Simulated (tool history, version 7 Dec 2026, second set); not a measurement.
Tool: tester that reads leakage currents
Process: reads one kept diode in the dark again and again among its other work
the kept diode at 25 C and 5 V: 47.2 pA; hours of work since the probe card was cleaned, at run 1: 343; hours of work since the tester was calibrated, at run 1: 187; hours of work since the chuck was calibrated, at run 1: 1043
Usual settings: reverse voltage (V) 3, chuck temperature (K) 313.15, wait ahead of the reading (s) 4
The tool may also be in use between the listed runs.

run,hour,reverse voltage (V),chuck temperature (K),wait ahead of the reading (s),hours of work since the probe card was cleaned,hours of work since the tester was calibrated,hours of work since the chuck was calibrated,current that the tester gives (pA)
1,0,3,313.15,4,343,187,1043,127.06
2,176.4,3,313.15,4.31,436,281,1137,127.78
3,423.4,3,313.15,4,568,412,1268,126.55
4,668,3.38,313.15,4,698,542,1398,132.31
5,804.8,3.38,313.15,4,771,615,1471,131.91
6,947.1,3.38,313.15,4,846,691,1547,132.63
7,1174.6,3,313.15,1.08,967,812,1668,127.42
8,1353.4,3,313.15,1.08,1062,907,1763,128.18
9,1455.5,3,293.15,4,1117,961,1817,26.8
10,1698.2,3,293.15,4,1246,1090,1946,26.58
11,1896.7,3,293.15,4,1351,1196,2052,26.82
12,2116.7,3,293.15,4,1468,1313,2169,26.75
13,2292.5,3,313.15,4,1562,1406,2262,126.79
# hour 2349: probe card cleaned and baked
14,2410.6,3,313.15,4,33,1467,2323,127.49
15,2546.3,3,313.15,0.88,105,1540,2396,128.38
16,2676.2,3,313.15,0.88,174,1609,2465,127.46
# hour 2729.2: chuck's temperature calibrated
17,2829.6,3,299.15,4,255,1689,53,43.8
18,2999.9,3,313.15,1.62,345,1780,144,126.93
19,3162.8,3,313.15,1.62,432,1866,231,127.09
20,3290.3,1.34,313.15,4,500,1934,298,97.68
21,3415.7,1.34,313.15,4,566,2001,365,97.6
22,3602.1,2.46,313.15,6.16,665,2100,464,118.5
23,3748.1,16.16,300.15,6.4,743,2178,542,82.86
24,3988.5,16.16,310.15,9.03,871,2306,670,177.41
25,4197.4,12.81,312.15,1.11,982,2417,781,192.1
26,4390,19.72,326.15,4,1084,2519,883,593.11
27,4507.7,14.21,308.15,0.7,1147,2582,946,150.98
28,4685.8,14.21,308.15,0.7,1242,2676,1041,151.4
29,4894.1,4,302.15,1.71,1352,2787,1151,61.13
30,5027.8,3.6,296.15,5.86,1424,2858,1222,36.4
31,5127.1,9.65,311.15,5.86,1476,2911,1275,162.21
32,5319.8,1.01,308.15,4,1579,3014,1378,61.4
# hour 5336.4: probe card cleaned and baked
33,5542.9,1.01,308.15,4,110,3131,1495,61.02

Forecast run 34:
34,5705.4,2.34,333.15,3.45,196,3217,1581,?

{"run 34": {"current that the tester gives (pA)": 461.4}}
Without the tool's hidden state the same run would have given current that the tester gives (pA) 461.16.

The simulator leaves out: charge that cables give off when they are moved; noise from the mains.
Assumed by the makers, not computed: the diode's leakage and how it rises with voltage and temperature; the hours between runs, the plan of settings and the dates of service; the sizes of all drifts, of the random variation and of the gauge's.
